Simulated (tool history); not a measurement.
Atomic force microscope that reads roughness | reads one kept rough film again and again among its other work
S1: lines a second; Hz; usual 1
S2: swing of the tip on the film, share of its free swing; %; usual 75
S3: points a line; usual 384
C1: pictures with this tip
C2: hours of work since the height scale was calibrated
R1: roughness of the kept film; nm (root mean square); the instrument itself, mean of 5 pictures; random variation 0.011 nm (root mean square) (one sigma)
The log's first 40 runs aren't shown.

run	hour	S1	S2	S3	C1	C2	R1
# hour 1205.3: new tip fitted
41	1215.1	3.17	55	900	18	313	2.54
42	1247.8	1	60	815	79	335	2.606
43	1288.6	1	75	826	156	364	2.477
44	1319.6	1	75	826	214	386	2.446
45	1349.7	3.33	75	631	270	407	2.111
# hour 1375.7: new tip fitted
46	1382.4	3.33	75	631	12	429	2.224
47	1403.2	3.33	75	282	51	444	2.204
48	1428.4	0.92	56	384	99	462	2.619
49	1468.4	0.66	90	602	173	490	2.417
50	1507.3	0.66	90	602	246	517	2.379
# hour 1546.9: new tip fitted
51	1548.1	0.73	75	384	3	545	2.592

Forecast each of these 5 alternatives for the next run:
A	1573.9	2	58	384	51	563	?
B	1573.9	1	65	559	51	563	?
C	1573.9	1	75	501	51	563	?
D	1573.9	0.55	67	384	51	563	?
E	1573.9	1.58	67	417	51	563	?

run	R1
A	2.558
B	2.584
C	2.53
D	2.595
E	2.525
Without the tool's hidden state the same runs would have given:
run	R1
A	2.585
B	2.612
C	2.557
D	2.622
E	2.551
